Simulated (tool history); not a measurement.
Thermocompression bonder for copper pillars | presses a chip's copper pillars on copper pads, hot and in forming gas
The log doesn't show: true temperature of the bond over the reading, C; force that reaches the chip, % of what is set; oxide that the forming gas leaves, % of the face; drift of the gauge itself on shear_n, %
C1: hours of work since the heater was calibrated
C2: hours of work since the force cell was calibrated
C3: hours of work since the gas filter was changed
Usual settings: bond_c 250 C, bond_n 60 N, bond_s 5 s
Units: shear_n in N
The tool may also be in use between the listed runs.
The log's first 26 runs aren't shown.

run 27 hour=672.8 | bond_c=270 bond_n=46 bond_s=8 | C1=115 C2=381 C3=419 | shear_n=54.7
run 28 hour=707.6 | bond_c=270 bond_n=41 bond_s=8 | C1=130 C2=396 C3=435 | shear_n=50.0
run 29 hour=732.6 | bond_c=270 bond_n=49 bond_s=8 | C1=142 C2=408 C3=446 | shear_n=57.4
run 30 hour=762.0 | bond_c=270 bond_n=49 bond_s=8 | C1=155 C2=421 C3=460 | shear_n=57.0
run 31 hour=796.6 | bond_c=242 bond_n=55 bond_s=5 | C1=171 C2=437 C3=475 | shear_n=43.1
run 32 hour=829.1 | bond_c=242 bond_n=55 bond_s=10 | C1=185 C2=451 C3=490 | shear_n=52.1
-- hour=835.1 forming gas filter changed
run 33 hour=847.8 | bond_c=242 bond_n=55 bond_s=10 | C1=193 C2=460 C3=6 | shear_n=54.9
run 34 hour=876.1 | bond_c=266 bond_n=87 bond_s=7 | C1=206 C2=472 C3=19 | shear_n=76.5
run 35 hour=909.2 | bond_c=266 bond_n=87 bond_s=7 | C1=221 C2=487 C3=34 | shear_n=75.5
run 36 hour=940.8 | bond_c=266 bond_n=87 bond_s=7 | C1=236 C2=502 C3=48 | shear_n=76.1
run 37 hour=976.5 | bond_c=266 bond_n=50 bond_s=4 | C1=252 C2=518 C3=64 | shear_n=47.9
run 38 hour=1010.5 | bond_c=253 bond_n=50 bond_s=9 | C1=267 C2=533 C3=79 | shear_n=54.8
run 39 hour=1041.9 | bond_c=250 bond_n=42 bond_s=7 | C1=281 C2=547 C3=94 | shear_n=42.7

5 ways to go on from here, each from the tool as it stands after run 39. What would each give?
run A hour=1064.8 | bond_c=250 bond_n=41 bond_s=7 | C1=292 C2=558 C3=104 | shear_n=?
run B hour=1064.8 | bond_c=250 bond_n=81 bond_s=6 | C1=292 C2=558 C3=104 | shear_n=?
run C hour=1064.8 | bond_c=250 bond_n=42 bond_s=9 | C1=292 C2=558 C3=104 | shear_n=?
run D hour=1064.8 | bond_c=250 bond_n=48 bond_s=3 | C1=292 C2=558 C3=104 | shear_n=?
run E hour=1064.8 | bond_c=228 bond_n=41 bond_s=5 | C1=292 C2=558 C3=104 | shear_n=?

run=A shear_n=41.8
run=B shear_n=67.1
run=C shear_n=45.7
run=D shear_n=36.0
run=E shear_n=27.6
Without the tool's hidden state the same runs would have given:
run=A shear_n=39.4
run=B shear_n=65.3
run=C shear_n=43.3
run=D shear_n=33.9
run=E shear_n=25.7

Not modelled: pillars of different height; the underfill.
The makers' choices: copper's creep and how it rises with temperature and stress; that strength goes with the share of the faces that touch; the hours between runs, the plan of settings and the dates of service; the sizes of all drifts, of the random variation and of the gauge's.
